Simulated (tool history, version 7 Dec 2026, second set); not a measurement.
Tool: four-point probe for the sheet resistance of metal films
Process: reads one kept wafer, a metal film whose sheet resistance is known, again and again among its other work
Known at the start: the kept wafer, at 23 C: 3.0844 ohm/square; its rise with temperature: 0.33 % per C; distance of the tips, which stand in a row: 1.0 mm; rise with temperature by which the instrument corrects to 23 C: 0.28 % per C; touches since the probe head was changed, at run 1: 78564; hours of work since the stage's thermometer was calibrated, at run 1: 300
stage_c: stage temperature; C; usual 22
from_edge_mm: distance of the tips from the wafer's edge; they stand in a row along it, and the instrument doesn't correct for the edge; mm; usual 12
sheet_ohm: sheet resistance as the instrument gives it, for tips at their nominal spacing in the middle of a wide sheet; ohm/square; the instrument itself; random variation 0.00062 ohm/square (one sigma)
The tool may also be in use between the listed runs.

run	hour	stage_c	from_edge_mm	touches since the probe head was changed	hours of work since the stage's thermometer was calibrated	sheet_ohm
1	0.0	22	12	78564	300	3.059408
2	33.6	33	12	79641	313	3.077853
3	65.5	33	12	80665	326	3.076989
4	107.3	22	12	82008	343	3.057505
5	147.9	22	12	83313	360	3.058784
6	190.9	22	6	84692	377	3.092060
7	236.4	22	12	86155	395	3.057373
8	279.8	22	12	87546	413	3.057624
9	315.4	22	12	88690	427	3.056846
10	336.2	22	5	89357	436	3.109167
# hour 360.8: new probe head fitted
11	364.9	20	12	132	447	3.085143
12	409.5	22	12	1561	465	3.090037
13	431.0	22	12	2253	474	3.090004
14	459.4	22	12	3166	485	3.089014
15	504.0	22	12	4597	503	3.089335
16	527.7	22	5	5357	513	3.140819
17	551.1	22	5	6108	522	3.141888
18	588.8	22	12	7321	537	3.088712
19	614.9	22	12	8157	548	3.087812
20	654.4	22	12	9426	564	3.087163
21	701.6	22	12	10941	583	3.087035
22	721.2	22	12	11569	591	3.085635
23	760.8	22	12	12841	607	3.085414
24	785.9	30	8	13649	617	3.113649
25	820.2	26	11	14749	631	3.094316
26	867.1	26	11	16254	650	3.093352
27	910.4	31	12	17645	667	3.099630
28	937.7	31	12	18521	678	3.098800
29	956.6	23	50	19130	686	3.074573
30	980.2	28	50	19887	696	3.082936
31	1020.3	28	49	21174	712	3.083345
32	1047.9	25	43	22060	723	3.076958
33	1091.1	29	27	23446	740	3.086153
34	1113.7	21	13	24171	749	3.079959
35	1151.7	35	12	25393	765	3.103697
36	1186.5	35	12	26508	779	3.103084
37	1206.0	24	40	27134	787	3.074616
38	1229.1	21	12	27876	796	3.080889
39	1250.8	31	4	28573	805	3.185245
40	1289.2	22	6	29807	820	3.114220
41	1331.7	25	7	31172	838	3.107756
42	1367.2	25	66	32311	852	3.074464
43	1397.1	22	12	33269	864	3.079005
44	1426.4	22	12	34212	876	3.081068
45	1462.8	29	3	35379	891	3.253204

Hidden state or all else? Some run-to-run changes of sheet_ohm, split into what the settings, what came in and random variation would give without the hidden state, and what is left for the hidden state (with any gauge scatter that isn't in both results):
The hidden state here: inner tips' distance over the nominal, %; tips' flats over new ones', %; wafer's true temperature over the reading, C; drift of the gauge itself on sheet_ohm, %.
Run 9 -> 10: from_edge_mm 12 -> 5. sheet_ohm +0.052321 ohm/square: hidden state -0.000809, all else +0.053130.
Run 10 -> 11: stage_c 22 -> 20, from_edge_mm 5 -> 12, new probe head fitted. sheet_ohm -0.024024 ohm/square: hidden state +0.034032, all else -0.058056.
Run 38 -> 39: stage_c 21 -> 31, from_edge_mm 12 -> 4. sheet_ohm +0.104356 ohm/square: hidden state -0.000542, all else +0.104898.
Run 39 -> 40: stage_c 31 -> 22, from_edge_mm 4 -> 6. sheet_ohm -0.071025 ohm/square: hidden state -0.000111, all else -0.070914.
Run 44 -> 45: stage_c 22 -> 29, from_edge_mm 12 -> 3. sheet_ohm +0.172136 ohm/square: hidden state -0.001026, all else +0.173162.

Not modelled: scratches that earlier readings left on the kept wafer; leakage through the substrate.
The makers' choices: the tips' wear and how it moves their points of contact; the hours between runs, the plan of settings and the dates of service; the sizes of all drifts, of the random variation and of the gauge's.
